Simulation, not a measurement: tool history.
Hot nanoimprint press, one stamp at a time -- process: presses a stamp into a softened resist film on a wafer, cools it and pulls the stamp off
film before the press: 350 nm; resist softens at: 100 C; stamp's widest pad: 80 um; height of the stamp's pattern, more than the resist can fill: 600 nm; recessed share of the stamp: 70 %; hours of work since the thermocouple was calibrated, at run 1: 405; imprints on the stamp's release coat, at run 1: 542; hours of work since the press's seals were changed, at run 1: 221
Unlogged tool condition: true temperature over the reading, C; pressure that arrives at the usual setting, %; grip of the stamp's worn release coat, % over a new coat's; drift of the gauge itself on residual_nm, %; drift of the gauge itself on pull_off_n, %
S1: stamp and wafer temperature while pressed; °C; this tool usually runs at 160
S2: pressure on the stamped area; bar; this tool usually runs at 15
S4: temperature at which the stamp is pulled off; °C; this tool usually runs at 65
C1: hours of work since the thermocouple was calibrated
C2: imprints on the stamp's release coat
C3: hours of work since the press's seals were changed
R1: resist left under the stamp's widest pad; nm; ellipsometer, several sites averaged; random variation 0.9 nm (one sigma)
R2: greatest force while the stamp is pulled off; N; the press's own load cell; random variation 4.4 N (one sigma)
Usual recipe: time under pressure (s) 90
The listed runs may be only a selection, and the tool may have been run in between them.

Run 1, day 0: usual settings; C1 405; C2 542; C3 221. Result: R1 134.1 nm, R2 261 N.
Run 2, day 0.504: usual settings; C1 412; C2 578; C3 228. Result: R1 133.1 nm, R2 276 N.
At day 1.062: stamp cleaned and given a new release coat.
Run 3, day 1.096: usual settings; C1 417; C2 3; C3 233. Result: R1 132.9 nm, R2 218 N.
Run 4, day 1.596: usual settings; C1 424; C2 38; C3 240. Result: R1 133.4 nm, R2 214 N.
Run 5, day 2.088: usual settings; C1 430; C2 72; C3 246. Result: R1 133.6 nm, R2 228 N.
Run 6, day 2.571: usual settings but S2 18.3 bar; C1 437; C2 106; C3 253. Result: R1 121.6 nm, R2 231 N.
Run 7, day 3.062: usual settings but S1 167 °C, S2 12.7 bar, time under pressure (s) 73, S4 71 °C; C1 444; C2 141; C3 260. Result: R1 102.1 nm, R2 213 N.
Run 8, day 3.533: usual settings but S1 167 °C, S2 12.7 bar, time under pressure (s) 73, S4 71 °C; C1 450; C2 173; C3 266. Result: R1 99.5 nm, R2 211 N.
Run 9, day 4.042: usual settings but time under pressure (s) 140; C1 457; C2 209; C3 273. Result: R1 114.2 nm, R2 230 N.
At day 4.325: plate thermocouple calibrated.
Run 10, day 4.525: usual settings but S1 162 °C, time under pressure (s) 63, S4 70 °C; C1 3; C2 234; C3 278. Result: R1 126.3 nm, R2 220 N.
Run 11, day 4.942: usual settings but S1 162 °C, S2 12.3 bar, time under pressure (s) 57, S4 70 °C; C1 8; C2 264; C3 284. Result: R1 145.6 nm, R2 218 N.
Run 12, day 5.212: usual settings but S2 11.2 bar, S4 64 °C; C1 12; C2 283; C3 288. Result: R1 145.4 nm, R2 235 N.

For each entry between runs, how does the tool's hidden state at the last listed run before it compare with that at the first listed run after it?
From run 2 to run 3: stamp cleaned and given a new release coat (day 1.062)
  true temperature over the reading, C: -0.91 -> -0.92; pressure that arrives at the usual setting, %: 99.14 -> 99.13; grip of the stamp's worn release coat, % over a new coat's: 22.6 -> 0.1
  the result without the hidden state subtracted from the measured one, R1: +8.3 -> +8.4 nm; R2: +54 -> +3 N
From run 9 to run 10: plate thermocouple calibrated (day 4.325)
  true temperature over the reading, C: -1.01 -> 0.13; pressure that arrives at the usual setting, %: 98.99 -> 98.98; grip of the stamp's worn release coat, % over a new coat's: 8 -> 9
  the result without the hidden state subtracted from the measured one, R1: +8.3 -> -0.4 nm; R2: +20 -> +18 N
